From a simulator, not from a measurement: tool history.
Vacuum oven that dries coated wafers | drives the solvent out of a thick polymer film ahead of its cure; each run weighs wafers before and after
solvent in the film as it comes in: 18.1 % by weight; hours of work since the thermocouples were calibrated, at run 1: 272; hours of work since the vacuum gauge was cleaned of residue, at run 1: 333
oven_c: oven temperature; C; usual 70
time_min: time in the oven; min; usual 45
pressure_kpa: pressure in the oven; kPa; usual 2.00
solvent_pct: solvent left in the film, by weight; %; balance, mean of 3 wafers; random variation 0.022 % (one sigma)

run,hour,oven_c,time_min,pressure_kpa,hours of work since the thermocouples were calibrated,hours of work since the vacuum gauge was cleaned of residue,solvent_pct
1,0.0,70,45,2.00,272,333,1.73
2,56.4,70,45,2.00,309,369,1.75
3,119.7,70,45,2.84,349,410,1.96
4,160.0,70,45,2.84,375,436,2.01
5,230.8,70,45,2.84,421,482,1.94
6,281.4,70,45,2.84,454,514,2.01
7,332.4,70,45,2.27,486,547,1.81
# hour 337.8: oven's thermocouples calibrated
8,381.2,56,57,1.45,28,577,3.12
9,441.3,56,57,1.45,67,616,3.18
10,483.8,73,48,3.18,94,643,1.48
# hour 506.1: oven's thermocouples calibrated, once more
11,546.8,80,34,4.30,26,683,1.78
12,609.6,80,34,4.30,67,723,1.74
13,680.6,80,34,4.30,112,769,1.78

The same runs without the tool's hidden state, with the same run-to-run variation:
The hidden state here: true wafer temperature over the reading, C; true pressure over the reading, kPa; drift of the gauge itself on solvent_pct, %.
run,solvent_pct
1,1.82
2,1.84
3,2.06
4,2.11
5,2.04
6,2.11
7,1.90
8,3.43
9,3.49
10,1.63
11,1.74
12,1.70
13,1.74
